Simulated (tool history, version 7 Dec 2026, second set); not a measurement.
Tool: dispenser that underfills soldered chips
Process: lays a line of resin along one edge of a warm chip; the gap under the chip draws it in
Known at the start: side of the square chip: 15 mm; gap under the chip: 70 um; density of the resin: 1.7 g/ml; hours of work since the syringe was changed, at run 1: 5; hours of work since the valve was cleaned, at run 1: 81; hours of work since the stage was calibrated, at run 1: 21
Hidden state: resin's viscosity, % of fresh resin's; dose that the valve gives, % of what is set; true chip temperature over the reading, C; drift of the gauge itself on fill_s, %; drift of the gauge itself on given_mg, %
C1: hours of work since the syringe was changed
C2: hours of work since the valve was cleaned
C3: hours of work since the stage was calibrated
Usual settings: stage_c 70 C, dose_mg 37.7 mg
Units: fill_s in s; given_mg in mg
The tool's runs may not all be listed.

{"run": 1, "hour": 0.0, "stage_c": 70, "dose_mg": 37.7, "C1": 5, "C2": 81, "C3": 21, "fill_s": 94.3, "given_mg": 35.85}
{"hour": 1.9, "done": "new syringe of resin"}
{"run": 2, "hour": 4.0, "stage_c": 73, "dose_mg": 37.7, "C1": 2, "C2": 84, "C3": 23, "fill_s": 62.5, "given_mg": 35.89}
{"run": 3, "hour": 9.3, "stage_c": 73, "dose_mg": 34.7, "C1": 6, "C2": 88, "C3": 28, "fill_s": 85.2, "given_mg": 32.86}
{"hour": 10.2, "done": "new syringe of resin"}
{"run": 4, "hour": 14.9, "stage_c": 73, "dose_mg": 34, "C1": 4, "C2": 92, "C3": 32, "fill_s": 74.6, "given_mg": 31.74}
{"hour": 18.8, "done": "new syringe of resin"}
{"run": 5, "hour": 21.3, "stage_c": 73, "dose_mg": 34, "C1": 2, "C2": 97, "C3": 37, "fill_s": 67.2, "given_mg": 32.06}
{"hour": 27.2, "done": "new syringe of resin"}
{"run": 6, "hour": 27.2, "stage_c": 73, "dose_mg": 34, "C1": 0, "C2": 101, "C3": 41, "fill_s": 59.4, "given_mg": 31.89}
{"run": 7, "hour": 32.9, "stage_c": 70, "dose_mg": 37.7, "C1": 4, "C2": 106, "C3": 45, "fill_s": 90.5, "given_mg": 35.3}
{"hour": 35.3, "done": "dispensing valve cleaned and set on the balance"}
{"hour": 36.6, "done": "new syringe of resin"}
{"run": 8, "hour": 39.7, "stage_c": 70, "dose_mg": 37.7, "C1": 2, "C2": 3, "C3": 50, "fill_s": 74.1, "given_mg": 37.29}
{"hour": 44.9, "done": "new syringe of resin"}
{"run": 9, "hour": 45.6, "stage_c": 70, "dose_mg": 37.7, "C1": 1, "C2": 8, "C3": 54, "fill_s": 67.3, "given_mg": 37.25}
{"run": 10, "hour": 50.1, "stage_c": 70, "dose_mg": 37.7, "C1": 4, "C2": 11, "C3": 58, "fill_s": 85.4, "given_mg": 37.51}
{"hour": 53.3, "done": "new syringe of resin"}
{"run": 11, "hour": 54.6, "stage_c": 70, "dose_mg": 40.6, "C1": 1, "C2": 14, "C3": 61, "fill_s": 69, "given_mg": 40.29}
{"run": 12, "hour": 58.0, "stage_c": 81, "dose_mg": 32.2, "C1": 4, "C2": 17, "C3": 63, "fill_s": 50.6, "given_mg": 31.74}
{"hour": 61.7, "done": "new syringe of resin"}
{"run": 13, "hour": 64.3, "stage_c": 81, "dose_mg": 32.2, "C1": 2, "C2": 22, "C3": 68, "fill_s": 45.2, "given_mg": 31.7}
{"run": 14, "hour": 68.1, "stage_c": 81, "dose_mg": 32.2, "C1": 5, "C2": 25, "C3": 71, "fill_s": 54, "given_mg": 31.77}
{"hour": 70.1, "done": "new syringe of resin"}
{"run": 15, "hour": 72.3, "stage_c": 81, "dose_mg": 32.2, "C1": 2, "C2": 28, "C3": 74, "fill_s": 43.4, "given_mg": 31.69}
{"run": 16, "hour": 77.4, "stage_c": 79, "dose_mg": 32.1, "C1": 6, "C2": 32, "C3": 78, "fill_s": 63.8, "given_mg": 31.39}
{"hour": 78.5, "done": "new syringe of resin"}
{"run": 17, "hour": 81.0, "stage_c": 58, "dose_mg": 46.8, "C1": 2, "C2": 34, "C3": 81, "fill_s": 132.7, "given_mg": 45.7}
{"run": 18, "hour": 85.4, "stage_c": 58, "dose_mg": 46.8, "C1": 5, "C2": 38, "C3": 84, "fill_s": 169, "given_mg": 46.03}
{"hour": 87.0, "done": "new syringe of resin"}
{"run": 19, "hour": 91.1, "stage_c": 70, "dose_mg": 45.2, "C1": 3, "C2": 42, "C3": 88, "fill_s": 76.7, "given_mg": 44.2}

3 ways to go on from here, each from the tool as it stands after run 19. What would each give?
{"hour": 95.2, "done": "new syringe of resin"}
{"run": "A", "hour": 97.4, "stage_c": 67, "dose_mg": 45.2, "C1": 2, "C2": 47, "C3": 93, "fill_s": "?", "given_mg": "?"}
{"hour": 95.2, "done": "new syringe of resin"}
{"run": "B", "hour": 97.4, "stage_c": 56, "dose_mg": 45.2, "C1": 2, "C2": 47, "C3": 93, "fill_s": "?", "given_mg": "?"}
{"hour": 95.2, "done": "new syringe of resin"}
{"run": "C", "hour": 97.4, "stage_c": 59, "dose_mg": 32.7, "C1": 2, "C2": 47, "C3": 93, "fill_s": "?", "given_mg": "?"}

run=A fill_s=79.9 given_mg=44.24
run=B fill_s=142.9 given_mg=43.98
run=C fill_s=135.4 given_mg=31.75
Without the tool's hidden state the same runs would have given:
run=A fill_s=74.3 given_mg=45.65
run=B fill_s=133.2 given_mg=45.38
run=C fill_s=125 given_mg=32.76
